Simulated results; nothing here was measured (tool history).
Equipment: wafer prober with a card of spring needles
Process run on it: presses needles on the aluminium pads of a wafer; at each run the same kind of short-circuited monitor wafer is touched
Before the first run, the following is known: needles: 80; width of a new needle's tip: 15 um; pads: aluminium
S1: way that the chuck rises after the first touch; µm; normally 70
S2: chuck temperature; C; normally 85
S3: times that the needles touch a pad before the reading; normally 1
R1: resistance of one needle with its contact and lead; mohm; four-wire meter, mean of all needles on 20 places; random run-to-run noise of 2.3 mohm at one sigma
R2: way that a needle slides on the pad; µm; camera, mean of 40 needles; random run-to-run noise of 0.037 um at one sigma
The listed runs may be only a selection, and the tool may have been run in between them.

run     day  S1   S2  S3   R1     R2
  1       0  70   85   1  373  18.23
      0.075  -- tips cleaned on abrasive film
  2   0.933  70   85   1  418   18.2
      1.425  -- tips cleaned on abrasive film
  3   2.183  70   85   1  347  18.17
      2.692  -- tips cleaned on abrasive film
  4   3.579  70   85   1  358  18.07
      3.996  -- tips cleaned on abrasive film
  5   4.725  70   85   1  349  18.09
      5.325  -- tips cleaned on abrasive film
  6   6.238  70   85   1  361  17.98
      6.654  -- tips cleaned on abrasive film
      6.846  -- tips cleaned on abrasive film, once more
  7   7.346  70   85   1  323  17.99
      8.154  -- tips cleaned on abrasive film
  8   8.242  70   85   1  281  17.87
  9   9.138  51   85   1  463  12.91
      9.504  -- tips cleaned on abrasive film
 10  10.696  51   85   1  491  12.92
     10.833  -- tips cleaned on abrasive film
 11  11.438  51   85   1  413  12.78
     12.162  -- tips cleaned on abrasive film
 12  12.938  51   85   1  452  12.82
     13.492  -- tips cleaned on abrasive film
     13.658  -- height of the first contact set anew
 13  14.458  51   85   1  463  13.45
     14.842  -- tips cleaned on abrasive film
 14  15.262  51   85   1  380  13.42
     16.175  -- tips cleaned on abrasive film
 15  16.858  51   85   1  425  13.41
     17.446  -- tips cleaned on abrasive film
 16  18.017  51   85   1  404  13.37
     18.846  -- tips cleaned on abrasive film
 17  19.025  56   85   1  320  14.63
     20.162  -- tips cleaned on abrasive film
 18  20.162  90   59   2  246  23.55
 19  20.888  90   59   2  284  23.48
     21.512  -- tips cleaned on abrasive film
 20  22.196  90   59   2  282  23.49
     22.829  -- tips cleaned on abrasive film
 21  23.071  70   42   1  294  18.28
     24.104  -- tips cleaned on abrasive film
 22  24.433  70   66   1  316  18.18
     25.371  -- tips cleaned on abrasive film
 23  26.067  68   83   2  327  17.68
     26.729  -- tips cleaned on abrasive film
 24  27.129  68   50   2  298  17.64
     28.029  -- tips cleaned on abrasive film
 25  28.042  68   50   2  262  17.59
 26  28.779  68  123   2  330  17.62
     29.383  -- tips cleaned on abrasive film
 27  29.775  68  123   2  318  17.48
 28  30.596  55   85   1  467  14.13
       30.7  -- tips cleaned on abrasive film
 29  31.388  84   39   3  263  21.75
     31.996  -- tips cleaned on abrasive film
 30  32.888  62   85   3  312  15.95
     33.304  -- tips cleaned on abrasive film
 31  33.925  63   85   1  377  16.14
       34.7  -- tips cleaned on abrasive film
 32  35.462  58   27   1  413  14.77
     36.012  -- tips cleaned on abrasive film
 33  36.546  70   39   1  339  17.86

Below are 3 alternative next runs, each starting from the tool's condition after run 33. Predict each:
     37.358  -- tips cleaned on abrasive film
  A  38.158  70  76   1   ?   ?
     37.358  -- tips cleaned on abrasive film
  B  38.158  55  85   1   ?   ?
     37.358  -- tips cleaned on abrasive film
  C  38.158  70  85   2   ?   ?

run   R1     R2
  A  364  17.82
  B  436  13.98
  C  328   17.9
Without the tool's hidden state the same runs would have given:
run   R1     R2
  A  250  18.37
  B  259  14.53
  C  257  18.45
